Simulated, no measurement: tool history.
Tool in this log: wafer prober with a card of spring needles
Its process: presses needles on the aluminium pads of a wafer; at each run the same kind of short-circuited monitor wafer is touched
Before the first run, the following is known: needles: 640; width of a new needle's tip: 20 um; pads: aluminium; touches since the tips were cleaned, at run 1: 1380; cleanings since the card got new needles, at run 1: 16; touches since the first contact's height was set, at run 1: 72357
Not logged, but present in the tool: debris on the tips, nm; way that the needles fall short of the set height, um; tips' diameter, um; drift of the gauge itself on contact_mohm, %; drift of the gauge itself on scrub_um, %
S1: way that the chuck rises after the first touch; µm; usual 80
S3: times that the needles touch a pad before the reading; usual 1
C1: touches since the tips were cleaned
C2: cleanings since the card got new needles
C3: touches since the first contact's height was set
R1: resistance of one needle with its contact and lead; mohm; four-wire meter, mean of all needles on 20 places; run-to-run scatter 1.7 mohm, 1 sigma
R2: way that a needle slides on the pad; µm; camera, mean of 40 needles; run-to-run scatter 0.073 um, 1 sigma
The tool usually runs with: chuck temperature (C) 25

Run 1, hour 0: usual settings; C1 1380; C2 16; C3 72357. Result: R1 185 mohm, R2 10.67 µm.
At hour 7.6: tips cleaned on abrasive film.
At hour 19.5: tips cleaned on abrasive film.
Run 2, hour 19.5: usual settings; C1 0; C2 18; C3 79325. Result: R1 167 mohm, R2 10.52 µm.
At hour 31.4: tips cleaned on abrasive film.
At hour 42.8: tips cleaned on abrasive film.
At hour 54.6: tips cleaned on abrasive film.
Run 3, hour 58.7: usual settings but S3 2; C1 1486; C2 21; C3 93350. Result: R1 182 mohm, R2 10.59 µm.
At hour 66.1: tips cleaned on abrasive film.
At hour 77.8: tips cleaned on abrasive film.
At hour 89.2: tips cleaned on abrasive film.
Run 4, hour 91.4: usual settings but chuck temperature (C) 75; C1 785; C2 24; C3 105019. Result: R1 189 mohm, R2 10.52 µm.
At hour 100.4: tips cleaned on abrasive film.
At hour 112.4: tips cleaned on abrasive film.
Run 5, hour 119.7: usual settings but chuck temperature (C) 75; C1 2653; C2 26; C3 115155. Result: R1 214 mohm, R2 10.48 µm.
At hour 124.8: tips cleaned on abrasive film.
At hour 136.7: tips cleaned on abrasive film.
Run 6, hour 138.1: usual settings but chuck temperature (C) 75; C1 505; C2 28; C3 121713. Result: R1 191 mohm, R2 10.48 µm.
At hour 148.2: tips cleaned on abrasive film.
Run 7, hour 157.8: usual settings but S1 73 µm, chuck temperature (C) 75; C1 3438; C2 29; C3 128756. Result: R1 229 mohm, R2 9.55 µm.
At hour 159.8: tips cleaned on abrasive film.
At hour 171.4: tips cleaned on abrasive film.
Run 8, hour 179.6: usual settings; C1 2923; C2 31; C3 136527. Result: R1 213 mohm, R2 10.59 µm.
At hour 181.7: tips cleaned on abrasive film.
At hour 192.3: tips cleaned on abrasive film.
At hour 204.2: tips cleaned on abrasive film.
At hour 214.3: tips cleaned on abrasive film.
Run 9, hour 214.3: usual settings; C1 0; C2 35; C3 148907. Result: R1 165 mohm, R2 10.34 µm.
At hour 226.7: tips cleaned on abrasive film.
At hour 239.1: tips cleaned on abrasive film.
Run 10, hour 247.5: usual settings; C1 3004; C2 37; C3 160791. Result: R1 216 mohm, R2 10.44 µm.
At hour 250.1: tips cleaned on abrasive film.
At hour 261.3: tips cleaned on abrasive film.
At hour 273.3: tips cleaned on abrasive film.
Run 11, hour 273.3: usual settings; C1 0; C2 40; C3 169993. Result: R1 171 mohm, R2 10.26 µm.
At hour 283.9: tips cleaned on abrasive film.
At hour 294.7: tips cleaned on abrasive film.
At hour 304.9: tips cleaned on abrasive film.
Run 12, hour 304.9: usual settings; C1 0; C2 43; C3 181266. Result: R1 168 mohm, R2 10.34 µm.
At hour 312.2: height of the first contact set anew.
At hour 317.3: tips cleaned on abrasive film.
At hour 328.6: tips cleaned on abrasive film.
At hour 339.7: tips cleaned on abrasive film.
Run 13, hour 339.7: usual settings; C1 0; C2 46; C3 9805. Result: R1 171 mohm, R2 10.75 µm.
At hour 350.6: tips cleaned on abrasive film.
Run 14, hour 356.8: usual settings; C1 2220; C2 47; C3 15927. Result: R1 202 mohm, R2 10.78 µm.
At hour 361.9: tips cleaned on abrasive film.
At hour 373.9: tips cleaned on abrasive film.
At hour 384.9: tips cleaned on abrasive film.
Run 15, hour 384.9: usual settings; C1 0; C2 50; C3 25942. Result: R1 172 mohm, R2 10.8 µm.
At hour 397.3: tips cleaned on abrasive film.
At hour 409.2: tips cleaned on abrasive film.
At hour 420.4: tips cleaned on abrasive film.
Run 16, hour 420.4: usual settings; C1 0; C2 53; C3 38645. Result: R1 167 mohm, R2 10.69 µm.
At hour 433: tips cleaned on abrasive film.
Run 17, hour 438.5: usual settings but S1 93 µm, chuck temperature (C) 93; C1 2008; C2 54; C3 45140. Result: R1 203 mohm, R2 12.36 µm.
At hour 443.4: tips cleaned on abrasive film.
At hour 455.6: tips cleaned on abrasive film.
At hour 466.5: tips cleaned on abrasive film.
Run 18, hour 471.7: usual settings but S3 2; C1 1843; C2 57; C3 56966. Result: R1 191 mohm, R2 10.64 µm.
At hour 477.8: tips cleaned on abrasive film.
At hour 489.2: tips cleaned on abrasive film.
Run 19, hour 489.2: usual settings but chuck temperature (C) 38; C1 0; C2 59; C3 63219. Result: R1 171 mohm, R2 10.63 µm.
At hour 501.2: tips cleaned on abrasive film.
At hour 513.8: tips cleaned on abrasive film.
Run 20, hour 523.5: usual settings but S1 99 µm, chuck temperature (C) 40, S3 2; C1 3495; C2 61; C3 75511. Result: R1 189 mohm, R2 13.28 µm.
At hour 526.1: tips cleaned on abrasive film.
At hour 536.5: tips cleaned on abrasive film.
Run 21, hour 543.5: usual settings but S1 70 µm, chuck temperature (C) 79, S3 2; C1 2527; C2 63; C3 82626. Result: R1 213 mohm, R2 9.03 µm.
At hour 548.6: tips cleaned on abrasive film.
At hour 559.5: tips cleaned on abrasive film.
At hour 570: tips cleaned on abrasive film.
Run 22, hour 578.8: usual settings but S1 67 µm, chuck temperature (C) 58; C1 3156; C2 66; C3 95250. Result: R1 239 mohm, R2 8.77 µm.

What will run 23 give?
At hour 581: tips cleaned on abrasive film.
At hour 592.5: tips cleaned on abrasive film.
At hour 604.3: tips cleaned on abrasive film.
Run 23, hour 608.5: usual settings but S1 67 µm, chuck temperature (C) 58; C1 1503; C2 69; C3 105833. Result: R1 ?, R2 ?.

R1: 207 mohm
R2: 8.74 µm
Had the tool carried no hidden state, the very same run would have given R1 169 mohm, R2 9.06 µm.

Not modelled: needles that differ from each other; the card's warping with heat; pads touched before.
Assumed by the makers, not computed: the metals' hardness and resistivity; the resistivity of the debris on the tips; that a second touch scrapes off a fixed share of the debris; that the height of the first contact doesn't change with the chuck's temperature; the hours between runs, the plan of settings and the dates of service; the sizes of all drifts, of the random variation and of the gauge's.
